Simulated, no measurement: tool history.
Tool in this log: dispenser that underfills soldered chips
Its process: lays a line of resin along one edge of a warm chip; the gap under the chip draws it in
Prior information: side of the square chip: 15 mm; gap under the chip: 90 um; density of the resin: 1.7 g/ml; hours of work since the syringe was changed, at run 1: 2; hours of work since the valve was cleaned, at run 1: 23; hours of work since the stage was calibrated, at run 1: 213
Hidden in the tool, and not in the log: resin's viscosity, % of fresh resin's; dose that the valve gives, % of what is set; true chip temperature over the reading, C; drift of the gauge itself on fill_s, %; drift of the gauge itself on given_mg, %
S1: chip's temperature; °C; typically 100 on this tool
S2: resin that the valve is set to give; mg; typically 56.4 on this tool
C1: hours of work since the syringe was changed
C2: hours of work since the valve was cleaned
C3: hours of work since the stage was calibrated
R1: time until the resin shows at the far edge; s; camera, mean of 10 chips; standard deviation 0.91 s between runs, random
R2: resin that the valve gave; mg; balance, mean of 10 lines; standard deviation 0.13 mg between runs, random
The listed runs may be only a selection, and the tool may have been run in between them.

run,hour,S1,S2,C1,C2,C3,R1,R2
1,0,100,56.4,2,23,213,88.8,55.75
# hour 7.6: new syringe of resin
2,12,100,56.4,3,32,221,94,55.45
# hour 17.9: new syringe of resin
3,24.7,100,56.4,5,40,230,105.4,55.24
# hour 28.2: new syringe of resin
4,37.7,100,66.4,7,49,238,108.9,65.02
# hour 38.6: new syringe of resin
# hour 49: new syringe of resin
5,51.7,100,56.4,2,58,248,88.2,54.94
# hour 59.1: new syringe of resin
6,59.2,100,56.4,0,63,253,82.5,54.6
# hour 70: new syringe of resin
7,72.6,100,56.4,2,72,262,90.5,54.76
# hour 80.7: new syringe of resin
8,83.6,100,55.8,2,80,269,90.3,53.65
# hour 89.2: dispensing valve cleaned and set on the balance
# hour 91.8: new syringe of resin
9,97.1,113,56.4,4,5,278,71.6,56.45
# hour 102.7: new syringe of resin
10,108.7,113,56.4,4,13,285,72.8,56.52
# hour 113.7: new syringe of resin
11,121.7,113,56.4,6,22,294,77.3,56.16
# hour 123.8: new syringe of resin
12,131.5,100,56.4,5,28,301,105.3,55.61
# hour 134.1: new syringe of resin
13,137.5,111,56.4,2,32,305,70.8,55.82
# hour 144.7: new syringe of resin
14,149,111,56.4,3,40,312,72.8,55.71
# hour 154.8: new syringe of resin
15,154.8,115,56.4,0,44,316,55.7,55.7
16,161.9,115,56.4,5,49,321,70.5,55.33
# hour 165.4: new syringe of resin
17,173.6,115,56.4,6,57,329,74.6,55.4
# hour 176: new syringe of resin
18,179.6,115,56.4,3,61,333,63.6,55.19
# hour 186.8: new syringe of resin
19,188,115,56.4,1,66,339,58.4,54.89
20,193.8,91,50.8,5,70,343,131.6,49.55
# hour 196.9: new syringe of resin
21,202.8,91,70.9,4,76,349,121.2,68.73
# hour 207.1: new syringe of resin
# hour 213.7: dispensing valve cleaned and set on the balance
22,216.6,100,56.7,6,2,357,106,56.69
# hour 218.9: new syringe of resin
23,222.5,94,69.7,2,6,361,100.9,69.76
# hour 229.1: new syringe of resin
24,234.9,94,69.7,4,14,369,110.4,69.25
# hour 239.8: new syringe of resin
25,245.2,114,49.1,4,21,376,68.2,48.79
# hour 249.9: new syringe of resin
26,254.8,100,64,3,28,383,92.2,63.68
# hour 260.1: new syringe of resin
27,263.3,85,56.4,2,33,388,132,55.8
# hour 270.7: new syringe of resin
28,275.6,98,67.1,3,42,397,99.9,65.89
# hour 280.9: new syringe of resin
29,282.5,98,67,1,46,401,86.5,66.15
# hour 291.4: new syringe of resin
30,291.6,98,67,0,52,407,83.8,65.87
31,297.2,97,73.1,4,56,411,103,71.87
# hour 302.5: new syringe of resin
32,307.7,97,73.1,4,63,418,103,71.63
# hour 312.6: new syringe of resin
33,314,109,56.8,1,67,422,67.9,55.41

Here are 3 independent what-if runs from the current tool condition. What would each one return?
# hour 323.1: new syringe of resin
A,325.3,110,56.8,2,75,430,?,?
# hour 323.1: new syringe of resin
B,325.3,111,69.6,2,75,430,?,?
# hour 323.1: new syringe of resin
C,325.3,95,56.4,2,75,430,?,?

run,R1,R2
A,68,55.18
B,65.4,68.09
C,98.8,54.78
Stripped of hidden state, with their random variation kept, the same runs would have yielded:
run,R1,R2
A,66.8,56.72
B,64.4,69.99
C,97.7,56.31
